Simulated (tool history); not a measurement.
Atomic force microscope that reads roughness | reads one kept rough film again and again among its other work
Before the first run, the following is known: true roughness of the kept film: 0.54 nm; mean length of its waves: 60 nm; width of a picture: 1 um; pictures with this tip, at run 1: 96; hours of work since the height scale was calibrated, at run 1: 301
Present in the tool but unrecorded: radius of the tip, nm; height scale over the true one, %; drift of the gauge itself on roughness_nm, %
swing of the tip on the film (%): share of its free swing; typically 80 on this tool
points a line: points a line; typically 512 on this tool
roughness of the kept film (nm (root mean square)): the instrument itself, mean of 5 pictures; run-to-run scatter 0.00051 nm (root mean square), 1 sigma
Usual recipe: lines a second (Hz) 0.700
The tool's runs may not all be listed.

run,hour,lines a second (Hz),swing of the tip on the film (%),points a line,pictures with this tip,hours of work since the height scale was calibrated,roughness of the kept film (nm (root mean square))
1,0.0,0.700,80,512,96,301,0.5183
# hour 23.5: new tip fitted
2,35.6,0.700,80,651,25,323,0.5231
3,59.3,0.536,80,512,73,337,0.5223
# hour 94.8: new tip fitted
4,97.4,0.536,80,512,6,360,0.5261
5,132.5,0.536,80,272,78,381,0.5221
# hour 165.1: new tip fitted
6,171.3,0.536,80,272,13,404,0.5246
7,198.6,0.700,80,512,69,421,0.5204
8,218.0,0.700,80,512,109,432,0.5181
# hour 237.0: new tip fitted
9,251.1,0.700,80,512,29,452,0.5220
10,281.1,0.700,80,512,91,470,0.5189
11,299.8,0.726,80,512,129,481,0.5173
# hour 308.6: new tip fitted
12,322.9,3.183,80,512,29,495,0.4763
13,344.9,0.700,80,512,75,508,0.5200
# hour 380.3: new tip fitted
14,381.5,0.700,80,512,3,530,0.5245
15,397.5,0.700,80,512,36,540,0.5221
16,428.4,0.700,80,512,99,559,0.5183
# hour 452.2: new tip fitted
17,464.7,0.700,86,512,26,580,0.5177
18,503.0,0.700,86,512,105,603,0.5140
# hour 522.6: new tip fitted
19,536.5,0.700,86,512,29,623,0.5179
20,573.7,0.700,86,512,105,646,0.5143
21,591.4,1.395,80,512,142,656,0.5041
# hour 593.5: new tip fitted
22,624.9,1.395,80,512,64,676,0.5059
23,651.1,1.812,80,512,118,692,0.4979
# hour 666.4: new tip fitted
24,684.2,1.812,80,512,36,712,0.5001
25,707.4,1.812,80,512,84,726,0.4983
26,726.7,0.700,73,764,124,738,0.5237
# hour 739.7: new tip fitted
27,752.8,1.065,77,764,27,753,0.5200
28,773.5,1.065,61,594,69,766,0.5288
29,799.7,1.065,61,594,123,781,0.5259
# hour 810.3: new tip fitted
30,820.7,1.050,80,1009,21,794,0.5165
31,852.5,1.050,80,1009,87,813,0.5144
# hour 883.4: new tip fitted
32,887.9,1.050,80,1009,10,834,0.5180
33,914.1,1.050,80,1009,63,850,0.5152
34,952.5,1.100,80,363,142,873,0.5095
# hour 955.5: new tip fitted
35,987.6,1.100,80,363,66,894,0.5141
36,1015.2,0.601,56,446,123,911,0.5313
# hour 1028.2: new tip fitted
37,1031.7,1.185,80,512,7,920,0.5152
38,1047.6,0.700,78,459,40,930,0.5239
39,1068.5,0.700,78,382,83,943,0.5217
40,1094.0,3.843,87,829,135,958,0.4383
# hour 1100.9: new tip fitted
41,1132.6,3.843,87,829,66,981,0.4407
42,1156.2,3.843,87,829,114,995,0.4390
# hour 1172.0: new tip fitted
43,1174.5,1.021,64,512,5,1006,0.5306
44,1192.3,1.021,64,512,41,1017,0.5297
45,1223.7,1.021,79,648,106,1036,0.5148
# hour 1244.8: new tip fitted
46,1261.1,0.603,81,512,34,1058,0.5259
47,1293.0,0.603,81,512,100,1077,0.5220
# hour 1315.1: new tip fitted
48,1331.2,0.577,70,512,33,1100,0.5315
49,1348.2,0.577,70,512,68,1110,0.5302
50,1374.2,0.834,66,512,122,1126,0.5270

5 ways to go on from here, each from the tool as it stands after run 50. What would each give?
# hour 1387.9: new tip fitted
A,1399.3,0.700,82,512,23,1141,?
# hour 1387.9: new tip fitted
B,1399.3,0.700,63,512,23,1141,?
# hour 1387.9: new tip fitted
C,1399.3,0.842,80,512,23,1141,?
# hour 1387.9: new tip fitted
D,1399.3,2.676,70,722,23,1141,?
# hour 1387.9: new tip fitted
E,1399.3,3.170,81,701,23,1141,?

run,roughness of the kept film (nm (root mean square))
A,0.5234
B,0.5333
C,0.5222
D,0.5081
E,0.4756
Stripped of hidden state, with their random variation kept, the same runs would have yielded:
run,roughness of the kept film (nm (root mean square))
A,0.5210
B,0.5309
C,0.5198
D,0.5058
E,0.4734
